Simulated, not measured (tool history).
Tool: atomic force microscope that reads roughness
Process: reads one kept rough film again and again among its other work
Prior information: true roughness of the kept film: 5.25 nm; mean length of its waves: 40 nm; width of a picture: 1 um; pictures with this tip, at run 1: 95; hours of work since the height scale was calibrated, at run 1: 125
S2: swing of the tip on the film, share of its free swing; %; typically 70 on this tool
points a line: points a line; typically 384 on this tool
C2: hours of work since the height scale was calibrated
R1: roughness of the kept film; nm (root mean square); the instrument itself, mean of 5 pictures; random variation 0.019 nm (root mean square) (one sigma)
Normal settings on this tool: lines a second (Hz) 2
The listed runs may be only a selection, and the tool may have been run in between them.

run 1 hour=0 | lines_a_second_(Hz)=2 S2=70 points_a_line=384 | pictures_with_this_tip=95 C2=125 | R1=4.316
run 2 hour=10.8 | lines_a_second_(Hz)=2 S2=70 points_a_line=384 | pictures_with_this_tip=107 C2=131 | R1=4.313
run 3 hour=24.7 | lines_a_second_(Hz)=2 S2=70 points_a_line=384 | pictures_with_this_tip=122 C2=137 | R1=4.235
run 4 hour=33.2 | lines_a_second_(Hz)=2 S2=70 points_a_line=384 | pictures_with_this_tip=132 C2=142 | R1=4.247
run 5 hour=48.4 | lines_a_second_(Hz)=2 S2=70 points_a_line=384 | pictures_with_this_tip=148 C2=149 | R1=4.198
run 6 hour=61.7 | lines_a_second_(Hz)=2 S2=70 points_a_line=384 | pictures_with_this_tip=163 C2=156 | R1=4.118
run 7 hour=72.9 | lines_a_second_(Hz)=2 S2=70 points_a_line=384 | pictures_with_this_tip=175 C2=161 | R1=4.11
run 8 hour=84.7 | lines_a_second_(Hz)=2 S2=70 points_a_line=467 | pictures_with_this_tip=188 C2=167 | R1=4.088
run 9 hour=92.9 | lines_a_second_(Hz)=2 S2=70 points_a_line=467 | pictures_with_this_tip=197 C2=171 | R1=4.014
run 10 hour=101.6 | lines_a_second_(Hz)=2 S2=70 points_a_line=467 | pictures_with_this_tip=207 C2=175 | R1=4.025
run 11 hour=116.6 | lines_a_second_(Hz)=2 S2=70 points_a_line=467 | pictures_with_this_tip=223 C2=183 | R1=3.959
run 12 hour=127.9 | lines_a_second_(Hz)=2 S2=70 points_a_line=384 | pictures_with_this_tip=236 C2=188 | R1=3.94
run 13 hour=139.2 | lines_a_second_(Hz)=2 S2=70 points_a_line=384 | pictures_with_this_tip=248 C2=194 | R1=3.88
run 14 hour=149.5 | lines_a_second_(Hz)=2 S2=70 points_a_line=384 | pictures_with_this_tip=259 C2=199 | R1=3.917
run 15 hour=162.1 | lines_a_second_(Hz)=2 S2=70 points_a_line=384 | pictures_with_this_tip=273 C2=205 | R1=3.856
-- hour=169.2 new tip fitted
run 16 hour=177.9 | lines_a_second_(Hz)=2 S2=70 points_a_line=384 | pictures_with_this_tip=10 C2=212 | R1=4.636
run 17 hour=184.9 | lines_a_second_(Hz)=2 S2=70 points_a_line=384 | pictures_with_this_tip=18 C2=216 | R1=4.619
run 18 hour=197.2 | lines_a_second_(Hz)=2 S2=70 points_a_line=384 | pictures_with_this_tip=31 C2=222 | R1=4.582
run 19 hour=209.9 | lines_a_second_(Hz)=2 S2=70 points_a_line=384 | pictures_with_this_tip=45 C2=228 | R1=4.542
run 20 hour=219.7 | lines_a_second_(Hz)=0.66 S2=70 points_a_line=384 | pictures_with_this_tip=56 C2=233 | R1=4.657
run 21 hour=233.7 | lines_a_second_(Hz)=0.66 S2=70 points_a_line=384 | pictures_with_this_tip=71 C2=240 | R1=4.6
run 22 hour=246.5 | lines_a_second_(Hz)=0.58 S2=78 points_a_line=353 | pictures_with_this_tip=85 C2=246 | R1=4.537
run 23 hour=253.7 | lines_a_second_(Hz)=0.56 S2=70 points_a_line=384 | pictures_with_this_tip=93 C2=250 | R1=4.518
run 24 hour=266.1 | lines_a_second_(Hz)=0.56 S2=70 points_a_line=384 | pictures_with_this_tip=107 C2=256 | R1=4.466
run 25 hour=276.9 | lines_a_second_(Hz)=0.88 S2=81 points_a_line=384 | pictures_with_this_tip=119 C2=261 | R1=4.341
run 26 hour=291.5 | lines_a_second_(Hz)=1.47 S2=68 points_a_line=371 | pictures_with_this_tip=135 C2=268 | R1=4.292
run 27 hour=304.9 | lines_a_second_(Hz)=2 S2=55 points_a_line=257 | pictures_with_this_tip=149 C2=275 | R1=4.307
run 28 hour=315 | lines_a_second_(Hz)=2 S2=69 points_a_line=267 | pictures_with_this_tip=161 C2=280 | R1=4.18
run 29 hour=330.6 | lines_a_second_(Hz)=2 S2=69 points_a_line=267 | pictures_with_this_tip=178 C2=287 | R1=4.121
run 30 hour=340.9 | lines_a_second_(Hz)=0.5 S2=65 points_a_line=575 | pictures_with_this_tip=189 C2=292 | R1=4.245
run 31 hour=352.5 | lines_a_second_(Hz)=1.66 S2=61 points_a_line=890 | pictures_with_this_tip=202 C2=298 | R1=4.188
run 32 hour=362.3 | lines_a_second_(Hz)=1.66 S2=70 points_a_line=291 | pictures_with_this_tip=212 C2=303 | R1=4.048
run 33 hour=370.8 | lines_a_second_(Hz)=0.59 S2=70 points_a_line=430 | pictures_with_this_tip=222 C2=307 | R1=4.181
run 34 hour=382.2 | lines_a_second_(Hz)=1.54 S2=89 points_a_line=430 | pictures_with_this_tip=234 C2=313 | R1=3.811
run 35 hour=396.7 | lines_a_second_(Hz)=1.54 S2=89 points_a_line=430 | pictures_with_this_tip=250 C2=320 | R1=3.786
run 36 hour=410 | lines_a_second_(Hz)=2 S2=70 points_a_line=301 | pictures_with_this_tip=265 C2=326 | R1=3.885
-- hour=424.1 new tip fitted
run 37 hour=424.1 | lines_a_second_(Hz)=2 S2=59 points_a_line=561 | pictures_with_this_tip=0 C2=333 | R1=4.817
run 38 hour=434.7 | lines_a_second_(Hz)=0.52 S2=62 points_a_line=384 | pictures_with_this_tip=12 C2=338 | R1=4.847
run 39 hour=442.6 | lines_a_second_(Hz)=0.52 S2=62 points_a_line=384 | pictures_with_this_tip=20 C2=342 | R1=4.827

Branching from run 39: 5 alternative next runs. What would each branch give?
run A hour=456.3 | lines_a_second_(Hz)=1.64 S2=87 points_a_line=340 | pictures_with_this_tip=35 C2=349 | R1=?
run B hour=456.3 | lines_a_second_(Hz)=0.6 S2=69 points_a_line=644 | pictures_with_this_tip=35 C2=349 | R1=?
run C hour=456.3 | lines_a_second_(Hz)=0.93 S2=81 points_a_line=384 | pictures_with_this_tip=35 C2=349 | R1=?
run D hour=456.3 | lines_a_second_(Hz)=1.77 S2=60 points_a_line=883 | pictures_with_this_tip=35 C2=349 | R1=?
run E hour=456.3 | lines_a_second_(Hz)=0.52 S2=62 points_a_line=920 | pictures_with_this_tip=35 C2=349 | R1=?

run=A R1=4.404
run=B R1=4.77
run=C R1=4.608
run=D R1=4.717
run=E R1=4.796
Without the tool's unlogged condition, the same runs would have read:
run=A R1=4.51
run=B R1=4.884
run=C R1=4.719
run=D R1=4.83
run=E R1=4.911
